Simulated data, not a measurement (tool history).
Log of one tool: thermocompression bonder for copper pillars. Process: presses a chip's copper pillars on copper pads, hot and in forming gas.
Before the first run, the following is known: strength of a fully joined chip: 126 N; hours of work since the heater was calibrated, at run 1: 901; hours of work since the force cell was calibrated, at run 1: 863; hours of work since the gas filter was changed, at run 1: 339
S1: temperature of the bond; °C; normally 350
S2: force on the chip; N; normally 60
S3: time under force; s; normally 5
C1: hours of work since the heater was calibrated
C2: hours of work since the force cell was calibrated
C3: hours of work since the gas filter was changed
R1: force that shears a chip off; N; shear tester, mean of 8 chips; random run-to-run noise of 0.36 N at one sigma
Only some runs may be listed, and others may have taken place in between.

run 1 hour=0 | S1=350 S2=60 S3=5 | C1=901 C2=863 C3=339 | R1=82.8
-- hour=13.8 forming gas filter changed
run 2 hour=52.4 | S1=350 S2=60 S3=5 | C1=928 C2=890 C3=20 | R1=86.5
run 3 hour=93 | S1=350 S2=60 S3=5 | C1=949 C2=911 C3=41 | R1=85.7
run 4 hour=135.4 | S1=350 S2=60 S3=5 | C1=971 C2=933 C3=63 | R1=85.3
run 5 hour=176.7 | S1=350 S2=60 S3=5 | C1=992 C2=954 C3=84 | R1=85.2
run 6 hour=226.1 | S1=350 S2=60 S3=5 | C1=1018 C2=979 C3=109 | R1=84.4
run 7 hour=271.6 | S1=350 S2=60 S3=5 | C1=1041 C2=1003 C3=133 | R1=84.1
run 8 hour=295.9 | S1=350 S2=60 S3=5 | C1=1053 C2=1015 C3=145 | R1=84.8
run 9 hour=324.7 | S1=360 S2=60 S3=5 | C1=1068 C2=1030 C3=160 | R1=92.3
run 10 hour=352.5 | S1=360 S2=60 S3=5 | C1=1083 C2=1044 C3=174 | R1=91.4
run 11 hour=391.5 | S1=360 S2=60 S3=8 | C1=1103 C2=1064 C3=194 | R1=101
run 12 hour=435.7 | S1=360 S2=60 S3=8 | C1=1125 C2=1087 C3=217 | R1=100.1
run 13 hour=467.1 | S1=360 S2=60 S3=8 | C1=1141 C2=1103 C3=233 | R1=100.1
run 14 hour=519.3 | S1=360 S2=60 S3=8 | C1=1168 C2=1130 C3=260 | R1=99.9
run 15 hour=547 | S1=360 S2=66 S3=3 | C1=1183 C2=1144 C3=274 | R1=84.5
run 16 hour=575.7 | S1=360 S2=66 S3=3 | C1=1197 C2=1159 C3=289 | R1=84.1
run 17 hour=627.5 | S1=360 S2=66 S3=3 | C1=1224 C2=1186 C3=316 | R1=82.8
run 18 hour=673.4 | S1=347 S2=53 S3=3 | C1=1248 C2=1209 C3=339 | R1=61.5
-- hour=688.5 forming gas filter changed
run 19 hour=701 | S1=321 S2=68 S3=14 | C1=1262 C2=1223 C3=6 | R1=92.6
run 20 hour=753 | S1=321 S2=68 S3=14 | C1=1288 C2=1250 C3=33 | R1=92
run 21 hour=795.2 | S1=358 S2=68 S3=5 | C1=1310 C2=1272 C3=55 | R1=97.2
run 22 hour=825.7 | S1=348 S2=68 S3=14 | C1=1326 C2=1287 C3=71 | R1=109.8
run 23 hour=855.8 | S1=348 S2=57 S3=13 | C1=1341 C2=1303 C3=86 | R1=100.5

What if the next run were any one of these 5? Each begins from the tool's condition after run 23:
run A hour=883.3 | S1=354 S2=55 S3=3 | C1=1355 C2=1317 C3=100 | R1=?
run B hour=883.3 | S1=350 S2=56 S3=5 | C1=1355 C2=1317 C3=100 | R1=?
run C hour=883.3 | S1=348 S2=57 S3=5 | C1=1355 C2=1317 C3=100 | R1=?
run D hour=883.3 | S1=331 S2=66 S3=5 | C1=1355 C2=1317 C3=100 | R1=?
run E hour=883.3 | S1=366 S2=57 S3=13 | C1=1355 C2=1317 C3=100 | R1=?

run=A R1=70.5
run=B R1=80
run=C R1=79.5
run=D R1=73.9
run=E R1=110.7
Had the tool no hidden state, the same runs would have come out as:
run=A R1=75.4
run=B R1=85.2
run=C R1=84.6
run=D R1=79.4
run=E R1=114.4
